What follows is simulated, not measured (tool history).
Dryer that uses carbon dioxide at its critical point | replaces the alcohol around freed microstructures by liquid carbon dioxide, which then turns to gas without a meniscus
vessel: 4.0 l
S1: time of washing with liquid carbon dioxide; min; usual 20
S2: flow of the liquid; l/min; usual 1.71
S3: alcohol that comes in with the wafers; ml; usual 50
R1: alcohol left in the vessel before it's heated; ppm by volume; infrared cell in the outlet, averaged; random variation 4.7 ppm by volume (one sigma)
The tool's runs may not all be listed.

run	day	S1	S2	S3	R1
1	0.000	20	1.71	50	11
2	0.317	20	1.71	50	3
3	0.850	20	1.71	50	24
4	1.371	20	1.71	50	19
5	1.612	20	1.71	50	16
6	2.008	20	1.71	50	19
7	2.371	22	1.71	50	16
8	2.733	27	1.71	50	14
9	3.267	20	1.71	50	23
10	3.738	14	1.71	50	59
11	4.288	14	1.71	50	66
12	4.683	20	1.71	50	20
13	5.008	20	1.71	50	21
14	5.538	20	1.71	50	18
15	5.833	20	1.71	50	22
16	6.188	20	2.81	50	16
17	6.692	20	2.81	50	18
18	7.058	20	2.81	50	12
19	7.462	26	2.81	50	8
20	7.817	26	2.81	50	14
21	8.288	20	1.71	33	24
22	8.871	20	1.71	33	19
23	9.121	20	1.71	33	24
24	9.700	20	1.71	33	20
25	10.258	28	1.71	37	20
26	10.558	28	1.71	37	22
27	11.050	16	1.93	37	34
28	11.471	14	2.58	32	18
29	11.979	30	1.48	28	20
30	12.546	30	1.48	28	21
31	12.967	25	1.48	28	23
32	13.508	25	1.48	28	30
33	13.896	25	1.48	28	27
34	14.188	20	1.67	32	32
35	14.658	20	1.67	32	32
36	15.058	19	1.67	32	35
37	15.412	19	1.67	32	30
38	15.888	19	1.67	32	33
# day 16.092: inlet filter changed
39	16.412	27	1.50	99	25
40	16.712	17	1.71	26	26
41	17.200	17	1.71	26	31
42	17.712	20	2.60	22	35
43	18.079	20	1.58	43	20
44	18.646	20	1.58	43	31
45	18.883	20	1.58	43	31
46	19.150	31	1.71	70	23
47	19.496	15	1.71	89	84
48	19.950	15	1.71	89	83

Hidden state or all else? Some run-to-run changes of R1, split into what the settings, what came in and random variation would give without the hidden state, and what is left for the hidden state (with any gauge scatter that isn't in both results):
The hidden state here: flow that reaches the vessel past the clogged filter, %; alcohol in the recycled carbon dioxide, ppm; drift of the gauge itself on alcohol_ppm, %.
Run 9 -> 10: S1 20 -> 14. R1 +36 ppm by volume: hidden state +8, all else +28.
Run 11 -> 12: S1 14 -> 20. R1 -46 ppm by volume: hidden state -7, all else -39.
Run 46 -> 47: S1 31 -> 15, S3 70 -> 89. R1 +61 ppm by volume: hidden state +10, all else +51.
